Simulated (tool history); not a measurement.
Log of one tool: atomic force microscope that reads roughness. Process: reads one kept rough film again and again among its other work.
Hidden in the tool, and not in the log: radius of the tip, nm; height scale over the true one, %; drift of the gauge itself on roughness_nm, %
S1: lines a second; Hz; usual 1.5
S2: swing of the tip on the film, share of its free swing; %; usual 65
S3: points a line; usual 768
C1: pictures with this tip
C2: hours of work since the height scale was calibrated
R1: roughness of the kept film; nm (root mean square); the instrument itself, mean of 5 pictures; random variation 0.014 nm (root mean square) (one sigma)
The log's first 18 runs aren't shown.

run 19 hour=177.2 | S1=1.5 S2=65 S3=768 | C1=59 C2=166 | R1=2.843
run 20 hour=186.8 | S1=1.94 S2=86 S3=492 | C1=66 C2=171 | R1=2.441
run 21 hour=193 | S1=1.01 S2=84 S3=768 | C1=71 C2=173 | R1=2.681
run 22 hour=204.7 | S1=0.95 S2=62 S3=355 | C1=79 C2=178 | R1=2.764
-- hour=206.8 height scale calibrated on a step standard
run 23 hour=215.7 | S1=0.95 S2=62 S3=355 | C1=86 C2=4 | R1=2.707
run 24 hour=224 | S1=0.8 S2=58 S3=775 | C1=92 C2=7 | R1=2.763
run 25 hour=232 | S1=0.77 S2=61 S3=414 | C1=98 C2=11 | R1=2.713
run 26 hour=238.7 | S1=1.51 S2=75 S3=294 | C1=103 C2=14 | R1=2.465
-- hour=248.9 height scale calibrated on a step standard, once more
run 27 hour=252.4 | S1=3.29 S2=56 S3=621 | C1=112 C2=1 | R1=2.539
run 28 hour=258.8 | S1=3.29 S2=56 S3=621 | C1=117 C2=4 | R1=2.517
run 29 hour=273.4 | S1=3.81 S2=83 S3=497 | C1=128 C2=11 | R1=1.941
run 30 hour=280.6 | S1=2.35 S2=82 S3=852 | C1=133 C2=14 | R1=2.152
run 31 hour=288.1 | S1=2.18 S2=62 S3=432 | C1=138 C2=17 | R1=2.397
run 32 hour=294.1 | S1=1.5 S2=60 S3=480 | C1=143 C2=19 | R1=2.438
run 33 hour=302.1 | S1=1.5 S2=60 S3=480 | C1=148 C2=23 | R1=2.417
run 34 hour=314.1 | S1=3.47 S2=65 S3=1024 | C1=157 C2=28 | R1=2.209
run 35 hour=327.4 | S1=3.47 S2=57 S3=1024 | C1=167 C2=34 | R1=2.283
run 36 hour=336.4 | S1=3.47 S2=80 S3=336 | C1=173 C2=38 | R1=1.87
run 37 hour=343.9 | S1=1.86 S2=80 S3=336 | C1=179 C2=41 | R1=2.051
run 38 hour=350.9 | S1=2.01 S2=63 S3=336 | C1=184 C2=44 | R1=2.198

4 ways to go on from here, each from the tool as it stands after run 38. What would each give?
run A hour=364.1 | S1=1.64 S2=63 S3=490 | C1=193 C2=50 | R1=?
run B hour=364.1 | S1=1.33 S2=74 S3=768 | C1=193 C2=50 | R1=?
run C hour=364.1 | S1=2.01 S2=85 S3=336 | C1=193 C2=50 | R1=?
run D hour=364.1 | S1=0.75 S2=63 S3=484 | C1=193 C2=50 | R1=?

run=A R1=2.225
run=B R1=2.156
run=C R1=1.897
run=D R1=2.264
Without the tool's hidden state the same runs would have given:
run=A R1=3.27
run=B R1=3.169
run=C R1=2.788
run=D R1=3.328

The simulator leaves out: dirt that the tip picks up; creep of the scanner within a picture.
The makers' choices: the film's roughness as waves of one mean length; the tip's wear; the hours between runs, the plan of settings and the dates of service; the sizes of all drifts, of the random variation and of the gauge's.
